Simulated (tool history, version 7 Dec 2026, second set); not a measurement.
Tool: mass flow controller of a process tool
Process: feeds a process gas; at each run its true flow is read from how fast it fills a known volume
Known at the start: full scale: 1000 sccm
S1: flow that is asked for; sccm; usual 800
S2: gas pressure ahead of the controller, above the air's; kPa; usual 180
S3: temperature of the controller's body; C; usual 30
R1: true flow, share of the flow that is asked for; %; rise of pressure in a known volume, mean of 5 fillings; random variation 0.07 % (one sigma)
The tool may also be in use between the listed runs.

{"run": 1, "hour": 0.0, "S1": 800, "S2": 180, "S3": 30, "R1": 99.02}
{"run": 2, "hour": 98.2, "S1": 241, "S2": 180, "S3": 30, "R1": 97.7}
{"run": 3, "hour": 203.1, "S1": 241, "S2": 180, "S3": 30, "R1": 97.72}
{"run": 4, "hour": 301.9, "S1": 241, "S2": 180, "S3": 30, "R1": 97.53}
{"run": 5, "hour": 387.5, "S1": 122, "S2": 180, "S3": 30, "R1": 97.17}
{"run": 6, "hour": 456.5, "S1": 424, "S2": 173, "S3": 21, "R1": 98.77}
{"run": 7, "hour": 556.1, "S1": 800, "S2": 274, "S3": 39, "R1": 98.44}
{"run": 8, "hour": 624.5, "S1": 800, "S2": 199, "S3": 24, "R1": 99.44}

The next listed run, before its measurement:
{"run": 9, "hour": 724.4, "S1": 109, "S2": 151, "S3": 20, "R1": "?"}

R1: 97.64 %
Without the tool's hidden state the same run would have given R1 98.82 %.
